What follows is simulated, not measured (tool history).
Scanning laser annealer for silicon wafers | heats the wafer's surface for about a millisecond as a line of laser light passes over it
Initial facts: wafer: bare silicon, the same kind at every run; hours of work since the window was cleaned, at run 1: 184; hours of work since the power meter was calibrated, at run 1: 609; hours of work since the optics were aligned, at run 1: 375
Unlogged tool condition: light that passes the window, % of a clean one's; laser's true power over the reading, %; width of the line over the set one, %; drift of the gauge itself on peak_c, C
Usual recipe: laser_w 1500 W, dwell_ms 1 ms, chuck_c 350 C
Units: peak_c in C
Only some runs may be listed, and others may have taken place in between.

run	hour	laser_w	dwell_ms	chuck_c	hours of work since the window was cleaned	hours of work since the power meter was calibrated	hours of work since the optics were aligned	peak_c
1	0	1500	1	350	184	609	375	1136
2	16.8	1500	1	350	191	616	382	1135
3	42.4	1500	1	350	202	626	393	1134
4	64.8	1500	0.86	350	211	635	402	1066
5	87.8	1500	1	314	220	645	411	1098
6	107.7	1500	1	350	228	653	419	1136
7	144.5	1441	1	323	243	668	434	1072

The next listed run, before its measurement:
8	178	1471	0.77	350	257	681	448	?

peak_c: 1005 C
If the tool had no hidden condition, the same run with the same run-to-run variation would have returned peak_c 1020 C.
